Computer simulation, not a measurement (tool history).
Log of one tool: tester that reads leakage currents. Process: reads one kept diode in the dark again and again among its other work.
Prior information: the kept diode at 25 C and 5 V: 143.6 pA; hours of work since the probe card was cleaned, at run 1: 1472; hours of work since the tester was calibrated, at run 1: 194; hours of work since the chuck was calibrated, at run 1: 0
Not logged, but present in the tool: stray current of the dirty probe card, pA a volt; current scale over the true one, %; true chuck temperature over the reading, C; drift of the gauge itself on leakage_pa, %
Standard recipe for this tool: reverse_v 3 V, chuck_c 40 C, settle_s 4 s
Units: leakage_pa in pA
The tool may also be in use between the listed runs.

run	day	reverse_v	chuck_c	settle_s	hours of work since the probe card was cleaned	hours of work since the tester was calibrated	hours of work since the chuck was calibrated	leakage_pa
1	0	3	40	4	1472	194	0	466.69
2	1.95	3	40	2.35	1496	218	24	468.68
3	4.083	3	40	2.35	1522	243	49	464.8
4	5.538	3	40	4	1539	261	67	466.93
5	6.654	3	39	4	1553	275	81	426.25
6	8.838	3	39	4	1579	301	107	426.25
7	10.471	8.59	39	4	1599	321	127	593.53
8	12.592	8.59	39	4	1625	346	152	589.99
9	13.942	8.59	39	4	1641	363	169	589.77
10	15.954	8.59	39	4	1665	387	193	588.51
# day 17.246: probe card cleaned and baked
11	18.158	8.59	39	4	11	412	218	578.21
12	20.392	7.04	40	0.9	38	439	245	591.34
13	22.212	1.41	33	4	60	461	267	196.82
14	23.488	1.41	33	4	76	477	283	195.78
15	25.3	1.2	56	2.55	97	499	305	1219.47
16	26.804	1.02	50	2.55	116	517	323	727.39
17	28.717	1.02	50	2.55	139	540	346	725.37
18	30.054	1.02	50	2.55	155	556	362	724.28
19	31.242	1.21	58	0.73	169	571	377	1409.82
20	32.783	1.21	58	0.73	188	589	395	1412.54
21	33.967	3	27	4	202	604	410	141.86

5 options for the next run, each taken on its own from the tool as it stands now. Forecast them:
A	35.279	1.2	40	0.77	218	619	425	?
B	35.279	3	40	0.59	218	619	425	?
C	35.279	3	27	7.34	218	619	425	?
D	35.279	3	27	9.41	218	619	425	?
E	35.279	8.96	52	4	218	619	425	?

run	leakage_pa
A	334.85
B	443.37
C	141.8
D	141.86
E	1644.92
The same runs, with their run-to-run variation unchanged, on a tool lacking any hidden condition would have given:
run	leakage_pa
A	348.45
B	461.14
C	147.72
D	147.77
E	1706.03
